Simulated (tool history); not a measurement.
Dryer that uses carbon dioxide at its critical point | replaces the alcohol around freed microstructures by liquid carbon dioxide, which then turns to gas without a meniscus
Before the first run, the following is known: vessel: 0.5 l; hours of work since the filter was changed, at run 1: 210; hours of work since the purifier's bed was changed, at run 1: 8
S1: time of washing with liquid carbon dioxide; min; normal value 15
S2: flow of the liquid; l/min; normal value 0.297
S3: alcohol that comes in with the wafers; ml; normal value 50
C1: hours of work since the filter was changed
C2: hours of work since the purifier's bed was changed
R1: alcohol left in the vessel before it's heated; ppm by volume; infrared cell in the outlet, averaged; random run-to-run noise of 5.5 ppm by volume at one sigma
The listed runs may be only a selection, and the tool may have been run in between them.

run,hour,S1,S2,S3,C1,C2,R1
1,0,15,0.297,50,210,8,237
# hour 40.3: inlet filter changed
2,45.9,15,0.417,50,3,35,23
3,90.5,15,0.297,50,30,61,190
4,134.2,15,0.297,50,56,88,192
5,161.1,15,0.374,50,73,104,54
6,200,15,0.374,50,96,127,62
7,235.6,15,0.374,50,117,149,72
8,283.3,15,0.374,50,146,177,73
9,310.6,15,0.273,50,162,194,396
10,357.3,12,0.297,50,190,222,810
11,400.5,12,0.297,50,216,248,864
# hour 428.3: inlet filter changed
12,434.1,12,0.297,50,3,267,602
13,458.9,12,0.297,50,18,282,637
14,497.4,12,0.297,50,42,305,657
15,526.1,12,0.297,50,59,322,672
16,563.7,12,0.297,71,81,345,984
17,610.9,15,0.471,24,110,373,63
18,653.1,14,0.367,112,135,399,260
19,688.9,14,0.367,112,157,420,248
20,723.1,21,0.283,32,177,441,87
21,763.1,16,0.186,110,201,465,3837
22,788.1,15,0.297,21,216,480,175
# hour 817: inlet filter changed
23,824.3,15,0.293,90,4,501,380
24,865,15,0.293,90,29,525,407

Predict the results of run 25:
25,895.2,21,0.302,50,47,544,?

Run 25 produced R1 92 ppm by volume.
The same run, on a tool lacking any hidden state, would have yielded R1 13 ppm by volume.
